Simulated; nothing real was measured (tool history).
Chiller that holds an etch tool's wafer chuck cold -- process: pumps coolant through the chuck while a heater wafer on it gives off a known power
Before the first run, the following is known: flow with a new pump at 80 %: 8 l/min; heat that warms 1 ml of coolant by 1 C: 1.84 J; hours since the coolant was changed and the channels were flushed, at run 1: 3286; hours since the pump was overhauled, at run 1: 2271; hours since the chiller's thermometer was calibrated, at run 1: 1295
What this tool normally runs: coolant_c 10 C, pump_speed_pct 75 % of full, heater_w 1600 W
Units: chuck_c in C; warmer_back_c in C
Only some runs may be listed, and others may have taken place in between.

run	hour	coolant_c	pump_speed_pct	heater_w	hours since the coolant was changed and the channels were flushed	hours since the pump was overhauled	hours since the chiller's thermometer was calibrated	chuck_c	warmer_back_c
1	0.0	10	75	1600	3286	2271	1295	31.3	7.10
2	29.8	10	75	1280	3316	2301	1325	26.9	5.60
3	73.2	10	75	1280	3360	2344	1369	26.9	5.69
4	109.6	10	75	1280	3396	2381	1405	27.0	5.62
5	140.3	10	75	914	3427	2411	1436	22.1	4.05
6	165.0	10	75	1600	3451	2436	1460	31.2	7.04
7	202.7	10	75	1600	3489	2474	1498	31.1	7.01
8	239.4	10	75	1600	3526	2510	1535	31.4	7.09
9	272.7	10	75	1600	3559	2544	1568	31.2	7.13
10	325.9	10	75	1600	3612	2597	1621	31.3	7.06
11	351.9	10	75	1600	3638	2623	1647	31.2	7.09
12	400.9	10	75	1600	3687	2672	1696	31.2	7.04
13	442.6	10	75	1600	3729	2714	1738	31.3	7.10
14	488.8	10	91	1600	3775	2760	1784	29.2	5.90
15	521.5	10	91	1600	3808	2793	1817	29.2	5.90
16	558.4	10	71	1154	3845	2829	1854	25.9	5.38
17	611.8	10	75	1023	3898	2883	1907	23.5	4.60
18	654.9	0	83	1188	3941	2926	1950	14.8	4.82
19	706.5	16	97	2103	3993	2978	2002	40.4	7.31
# hour 715.1: coolant pump overhauled
20	753.2	16	97	2103	4035	38	2044	40.9	7.34
21	812.8	16	97	2103	4094	98	2103	40.8	7.29
# hour 821.5: coolant pump overhauled, once more
22	875.5	2	60	1200	4152	54	2161	19.7	6.42
23	911.7	0	75	1600	4188	90	2197	21.2	6.89
24	939.0	10	75	1600	4215	117	2224	31.0	6.93
25	971.8	10	75	1600	4248	150	2257	31.2	6.89
26	1018.2	10	75	1600	4295	197	2304	31.3	6.94
27	1072.3	5	75	2285	4349	251	2358	35.3	9.89
28	1100.0	3	73	1515	4376	278	2385	23.5	6.77
29	1133.2	3	73	1515	4409	312	2418	23.4	6.75

Branching from run 29: 5 alternative next runs. What would each branch give?
A	1176.4	6	92	1343	4453	355	2462	?	?
B	1176.4	3	82	2010	4453	355	2462	?	?
C	1176.4	3	73	1049	4453	355	2462	?	?
D	1176.4	1	75	972	4453	355	2462	?	?
E	1176.4	10	63	2059	4453	355	2462	?	?

run	chuck_c	warmer_back_c
A	22.0	4.81
B	28.5	8.01
C	17.3	4.63
D	13.7	4.22
E	40.1	10.61
Stripped of hidden state, with their random variation kept, the same runs would have yielded:
run	chuck_c	warmer_back_c
A	20.9	4.80
B	26.7	8.00
C	16.3	4.62
D	12.8	4.21
E	38.0	10.59
